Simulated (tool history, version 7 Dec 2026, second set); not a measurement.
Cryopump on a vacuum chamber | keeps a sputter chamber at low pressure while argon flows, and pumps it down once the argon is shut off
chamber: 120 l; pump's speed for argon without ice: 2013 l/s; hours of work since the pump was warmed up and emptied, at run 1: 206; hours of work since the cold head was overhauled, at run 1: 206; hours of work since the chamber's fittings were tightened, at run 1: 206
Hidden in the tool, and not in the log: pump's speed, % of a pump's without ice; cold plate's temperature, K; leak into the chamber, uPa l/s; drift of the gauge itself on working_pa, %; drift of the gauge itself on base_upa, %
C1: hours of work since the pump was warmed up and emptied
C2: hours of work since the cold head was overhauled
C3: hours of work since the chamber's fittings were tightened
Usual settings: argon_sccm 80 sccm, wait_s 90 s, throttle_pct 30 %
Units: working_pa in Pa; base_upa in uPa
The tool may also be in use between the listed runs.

{"run": 1, "hour": 0.0, "argon_sccm": 80, "wait_s": 90, "throttle_pct": 30, "C1": 206, "C2": 206, "C3": 206, "working_pa": 0.2337, "base_upa": 0.69}
{"run": 2, "hour": 14.7, "argon_sccm": 80, "wait_s": 27, "throttle_pct": 30, "C1": 214, "C2": 214, "C3": 214, "working_pa": 0.2342, "base_upa": 1.77}
{"run": 3, "hour": 33.5, "argon_sccm": 80, "wait_s": 27, "throttle_pct": 30, "C1": 224, "C2": 224, "C3": 224, "working_pa": 0.2355, "base_upa": 1.82}
{"run": 4, "hour": 53.5, "argon_sccm": 80, "wait_s": 27, "throttle_pct": 30, "C1": 235, "C2": 235, "C3": 235, "working_pa": 0.2366, "base_upa": 1.74}
{"run": 5, "hour": 66.5, "argon_sccm": 80, "wait_s": 27, "throttle_pct": 30, "C1": 242, "C2": 242, "C3": 242, "working_pa": 0.2377, "base_upa": 1.84}
{"run": 6, "hour": 84.0, "argon_sccm": 80, "wait_s": 90, "throttle_pct": 22, "C1": 251, "C2": 251, "C3": 251, "working_pa": 0.3174, "base_upa": 0.69}
{"run": 7, "hour": 95.7, "argon_sccm": 80, "wait_s": 90, "throttle_pct": 22, "C1": 258, "C2": 258, "C3": 258, "working_pa": 0.3168, "base_upa": 0.7}
{"run": 8, "hour": 105.8, "argon_sccm": 143, "wait_s": 90, "throttle_pct": 30, "C1": 263, "C2": 263, "C3": 263, "working_pa": 0.4244, "base_upa": 0.71}
{"run": 9, "hour": 116.1, "argon_sccm": 75, "wait_s": 90, "throttle_pct": 30, "C1": 269, "C2": 269, "C3": 269, "working_pa": 0.2239, "base_upa": 0.75}
{"run": 10, "hour": 126.5, "argon_sccm": 80, "wait_s": 90, "throttle_pct": 30, "C1": 275, "C2": 275, "C3": 275, "working_pa": 0.239, "base_upa": 0.71}
{"run": 11, "hour": 136.2, "argon_sccm": 80, "wait_s": 90, "throttle_pct": 30, "C1": 280, "C2": 280, "C3": 280, "working_pa": 0.2395, "base_upa": 0.74}
{"run": 12, "hour": 156.1, "argon_sccm": 80, "wait_s": 90, "throttle_pct": 38, "C1": 291, "C2": 291, "C3": 291, "working_pa": 0.1919, "base_upa": 0.73}
{"run": 13, "hour": 169.7, "argon_sccm": 80, "wait_s": 90, "throttle_pct": 30, "C1": 298, "C2": 298, "C3": 298, "working_pa": 0.2384, "base_upa": 0.8}
{"run": 14, "hour": 185.5, "argon_sccm": 80, "wait_s": 90, "throttle_pct": 30, "C1": 307, "C2": 307, "C3": 307, "working_pa": 0.2392, "base_upa": 0.74}
{"run": 15, "hour": 206.2, "argon_sccm": 80, "wait_s": 41, "throttle_pct": 30, "C1": 318, "C2": 318, "C3": 318, "working_pa": 0.2397, "base_upa": 1.25}
{"run": 16, "hour": 219.1, "argon_sccm": 80, "wait_s": 41, "throttle_pct": 30, "C1": 325, "C2": 325, "C3": 325, "working_pa": 0.2402, "base_upa": 1.33}
{"run": 17, "hour": 239.0, "argon_sccm": 80, "wait_s": 41, "throttle_pct": 30, "C1": 336, "C2": 336, "C3": 336, "working_pa": 0.242, "base_upa": 1.34}
{"run": 18, "hour": 251.6, "argon_sccm": 80, "wait_s": 41, "throttle_pct": 30, "C1": 343, "C2": 343, "C3": 343, "working_pa": 0.2409, "base_upa": 1.27}
{"run": 19, "hour": 264.9, "argon_sccm": 79, "wait_s": 95, "throttle_pct": 32, "C1": 350, "C2": 350, "C3": 350, "working_pa": 0.2247, "base_upa": 0.77}
{"run": 20, "hour": 282.3, "argon_sccm": 35, "wait_s": 36, "throttle_pct": 18, "C1": 359, "C2": 359, "C3": 359, "working_pa": 0.1724, "base_upa": 1.47}
{"run": 21, "hour": 302.8, "argon_sccm": 71, "wait_s": 51, "throttle_pct": 17, "C1": 370, "C2": 370, "C3": 370, "working_pa": 0.3665, "base_upa": 1.11}
{"run": 22, "hour": 311.6, "argon_sccm": 95, "wait_s": 90, "throttle_pct": 30, "C1": 375, "C2": 375, "C3": 375, "working_pa": 0.2936, "base_upa": 0.77}
{"run": 23, "hour": 330.3, "argon_sccm": 149, "wait_s": 29, "throttle_pct": 30, "C1": 385, "C2": 385, "C3": 385, "working_pa": 0.457, "base_upa": 1.73}
{"run": 24, "hour": 351.2, "argon_sccm": 149, "wait_s": 29, "throttle_pct": 30, "C1": 397, "C2": 397, "C3": 397, "working_pa": 0.4573, "base_upa": 1.76}
{"run": 25, "hour": 367.7, "argon_sccm": 149, "wait_s": 29, "throttle_pct": 30, "C1": 406, "C2": 406, "C3": 406, "working_pa": 0.4603, "base_upa": 1.71}
{"run": 26, "hour": 381.9, "argon_sccm": 143, "wait_s": 196, "throttle_pct": 31, "C1": 414, "C2": 414, "C3": 414, "working_pa": 0.4298, "base_upa": 0.57}
{"run": 27, "hour": 392.2, "argon_sccm": 143, "wait_s": 196, "throttle_pct": 23, "C1": 419, "C2": 419, "C3": 419, "working_pa": 0.5646, "base_upa": 0.56}
{"run": 28, "hour": 413.2, "argon_sccm": 143, "wait_s": 196, "throttle_pct": 23, "C1": 431, "C2": 431, "C3": 431, "working_pa": 0.5639, "base_upa": 0.55}
{"run": 29, "hour": 421.7, "argon_sccm": 36, "wait_s": 126, "throttle_pct": 18, "C1": 435, "C2": 435, "C3": 435, "working_pa": 0.1801, "base_upa": 0.68}
{"run": 30, "hour": 441.2, "argon_sccm": 38, "wait_s": 126, "throttle_pct": 41, "C1": 446, "C2": 446, "C3": 446, "working_pa": 0.0904, "base_upa": 0.69}
{"run": 31, "hour": 457.1, "argon_sccm": 124, "wait_s": 89, "throttle_pct": 54, "C1": 454, "C2": 454, "C3": 454, "working_pa": 0.234, "base_upa": 0.86}
{"run": 32, "hour": 473.7, "argon_sccm": 76, "wait_s": 90, "throttle_pct": 22, "C1": 464, "C2": 464, "C3": 464, "working_pa": 0.3164, "base_upa": 0.82}
{"run": 33, "hour": 491.6, "argon_sccm": 84, "wait_s": 37, "throttle_pct": 36, "C1": 473, "C2": 473, "C3": 473, "working_pa": 0.2243, "base_upa": 1.48}

Some steps in working_pa between neighbouring runs. How much of each would the tool show without its hidden state too (settings, what came in, random variation), and how much is left for the hidden state, with any gauge scatter that isn't in both results?
Run 8 -> 9: argon_sccm 143 -> 75. working_pa -0.2005 Pa: hidden state -0.0114, all else -0.1891.
Run 20 -> 21: argon_sccm 35 -> 71, wait_s 36 -> 51, throttle_pct 18 -> 17. working_pa +0.1941 Pa: hidden state +0.0094, all else +0.1847.
Run 28 -> 29: argon_sccm 143 -> 36, wait_s 196 -> 126, throttle_pct 23 -> 18. working_pa -0.3838 Pa: hidden state -0.0327, all else -0.3511.
Run 30 -> 31: argon_sccm 38 -> 124, wait_s 126 -> 89, throttle_pct 41 -> 54. working_pa +0.1436 Pa: hidden state +0.0290, all else +0.1146.
Run 31 -> 32: argon_sccm 124 -> 76, wait_s 89 -> 90, throttle_pct 54 -> 22. working_pa +0.0824 Pa: hidden state -0.0153, all else +0.0977.
